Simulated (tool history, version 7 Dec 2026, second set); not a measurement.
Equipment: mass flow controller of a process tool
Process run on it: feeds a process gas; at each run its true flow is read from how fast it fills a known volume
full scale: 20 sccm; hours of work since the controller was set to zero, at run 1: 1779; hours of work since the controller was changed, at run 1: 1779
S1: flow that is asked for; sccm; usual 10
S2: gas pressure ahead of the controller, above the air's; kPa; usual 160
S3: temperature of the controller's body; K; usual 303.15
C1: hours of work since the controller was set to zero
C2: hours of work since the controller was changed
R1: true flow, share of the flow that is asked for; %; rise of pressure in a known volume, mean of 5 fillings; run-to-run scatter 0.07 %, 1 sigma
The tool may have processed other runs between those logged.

Run 1, hour 0.0: usual settings; C1 1779; C2 1779. Result: R1 98.27 %.
Run 2, hour 170.1: usual settings but S3 300.15 K; C1 1912; C2 1912. Result: R1 98.61 %.
Run 3, hour 313.9: usual settings but S3 300.15 K; C1 2023; C2 2023. Result: R1 98.75 %.
Run 4, hour 462.2: usual settings but S3 300.15 K; C1 2139; C2 2139. Result: R1 98.59 %.
Run 5, hour 605.8: usual settings but S1 16 sccm; C1 2250; C2 2250. Result: R1 99.51 %.
Run 6, hour 727.9: usual settings but S1 16 sccm, S3 294.15 K; C1 2345; C2 2345. Result: R1 99.99 %.
Run 7, hour 896.7: usual settings but S1 16 sccm, S3 294.15 K; C1 2477; C2 2477. Result: R1 100.09 %.
Run 8, hour 995.3: usual settings but S1 16 sccm, S3 294.15 K; C1 2553; C2 2553. Result: R1 100.25 %.
Run 9, hour 1098.1: usual settings but S1 16 sccm, S3 294.15 K; C1 2633; C2 2633. Result: R1 100.11 %.
Run 10, hour 1286.7: usual settings but S2 162 kPa; C1 2780; C2 2780. Result: R1 98.64 %.
Run 11, hour 1427.8: usual settings but S2 162 kPa; C1 2890; C2 2890. Result: R1 98.77 %.
Run 12, hour 1624.5: usual settings but S2 162 kPa; C1 3043; C2 3043. Result: R1 98.65 %.
Run 13, hour 1740.6: usual settings but S2 184 kPa; C1 3133; C2 3133. Result: R1 98.69 %.
Run 14, hour 1880.2: usual settings but S2 184 kPa; C1 3242; C2 3242. Result: R1 98.73 %.
Run 15, hour 2015.8: usual settings but S1 2 sccm, S2 173 kPa, S3 294.15 K; C1 3347; C2 3347. Result: R1 98.10 %.
Run 16, hour 2196.5: usual settings but S1 2 sccm, S2 247 kPa; C1 3488; C2 3488. Result: R1 97.21 %.
Run 17, hour 2340.9: usual settings but S1 4 sccm, S3 295.15 K; C1 3600; C2 3600. Result: R1 98.55 %.
Run 18, hour 2485.5: usual settings but S1 4 sccm, S3 295.15 K; C1 3713; C2 3713. Result: R1 98.59 %.
Run 19, hour 2629.7: usual settings but S1 7 sccm, S2 217 kPa, S3 305.15 K; C1 3825; C2 3825. Result: R1 98.11 %.
Run 20, hour 2823.1: usual settings but S1 11 sccm; C1 3975; C2 3975. Result: R1 99.29 %.
Run 21, hour 3026.5: usual settings but S1 4 sccm; C1 4133; C2 4133. Result: R1 98.22 %.
Run 22, hour 3121.9: usual settings but S1 12 sccm, S2 221 kPa; C1 4208; C2 4208. Result: R1 99.26 %.
Run 23, hour 3329.3: usual settings but S1 12 sccm, S2 204 kPa, S3 306.15 K; C1 4369; C2 4369. Result: R1 99.12 %.
Run 24, hour 3528.6: usual settings but S1 12 sccm, S2 204 kPa, S3 306.15 K; C1 4524; C2 4524. Result: R1 99.30 %.

Forecast each of these 5 alternatives for the next run:
Run A, hour 3671.5: usual settings but S1 12 sccm, S2 140 kPa, S3 306.15 K; C1 4635; C2 4635. Result: R1 ?.
Run B, hour 3671.5: usual settings but S1 8 sccm, S2 260 kPa, S3 293.15 K; C1 4635; C2 4635. Result: R1 ?.
Run C, hour 3671.5: usual settings but S1 14 sccm, S2 204 kPa, S3 297.15 K; C1 4635; C2 4635. Result: R1 ?.
Run D, hour 3671.5: usual settings but S1 3 sccm, S3 307.15 K; C1 4635; C2 4635. Result: R1 ?.
Run E, hour 3671.5: usual settings but S2 210 kPa; C1 4635; C2 4635. Result: R1 ?.

run      R1
  A   99.78
  B   99.20
  C  100.23
  D   98.14
  E   99.02
With no hidden state in the tool, these same runs would have given:
run     R1
  A  98.70
  B  98.13
  C  99.14
  D  97.09
  E  97.95

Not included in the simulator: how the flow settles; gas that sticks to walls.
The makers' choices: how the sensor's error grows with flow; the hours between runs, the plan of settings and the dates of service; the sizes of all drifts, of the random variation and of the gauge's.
